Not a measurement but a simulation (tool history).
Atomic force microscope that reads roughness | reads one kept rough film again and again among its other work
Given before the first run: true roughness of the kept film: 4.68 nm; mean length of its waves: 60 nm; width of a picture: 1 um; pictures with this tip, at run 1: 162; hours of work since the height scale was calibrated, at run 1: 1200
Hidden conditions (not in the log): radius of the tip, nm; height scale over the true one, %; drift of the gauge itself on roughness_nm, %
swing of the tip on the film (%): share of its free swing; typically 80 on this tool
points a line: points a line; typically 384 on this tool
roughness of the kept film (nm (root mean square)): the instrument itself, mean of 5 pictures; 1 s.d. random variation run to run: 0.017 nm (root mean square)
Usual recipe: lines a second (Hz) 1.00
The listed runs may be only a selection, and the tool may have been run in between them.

| run | day | lines a second (Hz) | swing of the tip on the film (%) | points a line | pictures with this tip | hours of work since the height scale was calibrated | roughness of the kept film (nm (root mean square)) |
|---|---|---|---|---|---|---|---|
| 1 | 0.000 | 1.00 | 80 | 384 | 162 | 1200 | 4.113 |
| 2 | 1.788 | 1.00 | 89 | 384 | 278 | 1233 | 3.901 |
|  | 3.562 | new tip fitted |
| 3 | 4.608 | 1.00 | 80 | 491 | 68 | 1286 | 4.123 |
| 4 | 6.021 | 1.00 | 80 | 491 | 160 | 1312 | 4.065 |
| 5 | 8.771 | 1.00 | 80 | 491 | 338 | 1364 | 4.010 |
|  | 9.767 | new tip fitted |
| 6 | 10.271 | 1.00 | 80 | 491 | 33 | 1392 | 4.143 |
| 7 | 11.912 | 1.00 | 69 | 384 | 140 | 1422 | 4.195 |
| 8 | 15.071 | 1.00 | 69 | 384 | 345 | 1482 | 4.093 |
|  | 15.929 | new tip fitted |
| 9 | 17.488 | 1.00 | 66 | 688 | 101 | 1527 | 4.232 |
| 10 | 19.892 | 1.25 | 83 | 688 | 257 | 1572 | 3.901 |
|  | 22.158 | new tip fitted |
| 11 | 22.867 | 1.00 | 77 | 346 | 46 | 1627 | 4.151 |
| 12 | 24.575 | 0.78 | 59 | 392 | 157 | 1659 | 4.226 |
| 13 | 26.225 | 1.41 | 84 | 384 | 264 | 1690 | 3.861 |
| 14 | 28.096 | 1.41 | 77 | 555 | 385 | 1725 | 3.901 |
|  | 28.275 | new tip fitted |
| 15 | 29.708 | 2.74 | 77 | 735 | 93 | 1755 | 3.784 |

Hidden state or all else? Some run-to-run changes of roughness of the kept film (nm (root mean square)), split into what the settings, what came in and random variation would give without the hidden state, and what is left for the hidden state (with any gauge scatter that isn't in both results):
Run 12 -> 13: lines a second (Hz) 0.78 -> 1.41, swing of the tip on the film (%) 59 -> 84, points a line 392 -> 384. roughness of the kept film (nm (root mean square)) -0.365: hidden state -0.032, all else -0.333.
Run 14 -> 15: lines a second (Hz) 1.41 -> 2.74, points a line 555 -> 735, new tip fitted. roughness of the kept film (nm (root mean square)) -0.117: hidden state +0.138, all else -0.255.
